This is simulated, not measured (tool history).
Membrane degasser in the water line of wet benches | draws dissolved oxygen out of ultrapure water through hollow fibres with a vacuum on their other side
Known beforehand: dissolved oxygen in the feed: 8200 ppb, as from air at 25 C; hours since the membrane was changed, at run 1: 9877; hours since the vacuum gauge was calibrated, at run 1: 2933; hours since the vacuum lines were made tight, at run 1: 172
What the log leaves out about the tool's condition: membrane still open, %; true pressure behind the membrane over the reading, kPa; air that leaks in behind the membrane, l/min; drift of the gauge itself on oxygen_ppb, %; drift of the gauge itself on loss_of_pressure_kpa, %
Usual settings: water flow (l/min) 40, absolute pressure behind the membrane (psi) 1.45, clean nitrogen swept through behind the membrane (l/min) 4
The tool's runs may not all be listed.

run,hour,water flow (l/min),absolute pressure behind the membrane (psi),clean nitrogen swept through behind the membrane (l/min),hours since the membrane was changed,hours since the vacuum gauge was calibrated,hours since the vacuum lines were made tight,dissolved oxygen in the water behind the degasser (ppb),pressure that the water loses in the fibres (psi)
1,0,40,1.45,4,9877,2933,172,261.4,6.601
2,191.9,40,1.99,4,10069,3125,363,336.8,6.564
3,321.4,40,1.99,4,10198,3254,493,339.6,6.576
4,572.9,40,1.99,4,10450,3506,745,344.2,6.585
5,748.6,40,1.99,9.85,10626,3681,920,205.4,6.625
6,1024,40,1.99,9.85,10901,3957,1196,207.5,6.608
7,1292.8,40,1.99,9.85,11170,4226,1464,203.6,6.637
8,1551.1,26,1.45,4,11428,4484,1723,142.1,4.319
9,1832.3,26,1.45,4,11709,4765,2004,140.1,4.335
# hour 1979.5: vacuum gauge calibrated
10,2031.8,26,1.45,4,11908,52,2203,144.6,4.29
11,2259.8,49,1.45,4,12136,280,2431,369.5,8.19
12,2436.8,49,1.45,4,12313,457,2608,364.8,8.17
13,2604.8,49,1.45,4,12481,625,2776,365.2,8.164
14,2753,49,1.45,4,12630,774,2924,367,8.218
15,2972,40,1.45,4,12849,992,3143,270.3,6.698
16,3128.8,40,1.45,7.26,13005,1149,3300,200.6,6.683
17,3253,40,1.45,2.85,13130,1273,3424,331,6.714
18,3417.8,60,1.2,2.7,13294,1438,3589,512.7,10.082
# hour 3576.3: vacuum gauge calibrated, once more
19,3662.2,30,1.45,4,13538,86,3833,172.9,5.017
20,3915.3,26,1.45,4,13791,339,4086,137.9,4.399
21,4095.2,40,2.05,4,13971,519,4266,358.6,6.752
22,4248.6,30,1.45,4,14125,672,4419,174.7,5.044
23,4514.9,38,1.45,4,14391,939,4686,245.3,6.456
24,4713,40,1.12,5.61,14589,1137,4884,187.7,6.762
25,4969,36,2.19,5.84,14845,1393,5140,258.1,6.166
26,5187.4,48,3.12,4,15063,1611,5358,654.5,8.176
27,5412.4,34,1.06,2.09,15288,1836,5583,225.9,5.784
28,5673.6,34,1.06,2.09,15550,2097,5844,232.6,5.762
29,5961.6,34,0.93,4,15838,2385,6132,145.3,5.823
30,6139.7,34,2.32,4,16016,2563,6310,331,5.825
31,6393.1,34,2.32,4,16269,2817,6564,327.7,5.875
32,6633.5,54,1.45,4.61,16510,3057,6804,408.6,9.317
33,6771.9,57,1.38,4,16648,3196,6943,449.8,9.851

3 options for the next run, each taken on its own from the tool as it stands now. Forecast them:
A,6987.8,40,1,10.95,16864,3411,7158,?,?
B,6987.8,25,1.29,3.96,16864,3411,7158,?,?
C,6987.8,55,1.91,4.23,16864,3411,7158,?,?

run,dissolved oxygen in the water behind the degasser (ppb),pressure that the water loses in the fibres (psi)
A,152.7,6.854
B,121.8,4.321
C,528.4,9.448
Had the tool no hidden state, the same runs would have come out as:
run,dissolved oxygen in the water behind the degasser (ppb),pressure that the water loses in the fibres (psi)
A,108.1,6.195
B,103.7,3.904
C,451,8.537

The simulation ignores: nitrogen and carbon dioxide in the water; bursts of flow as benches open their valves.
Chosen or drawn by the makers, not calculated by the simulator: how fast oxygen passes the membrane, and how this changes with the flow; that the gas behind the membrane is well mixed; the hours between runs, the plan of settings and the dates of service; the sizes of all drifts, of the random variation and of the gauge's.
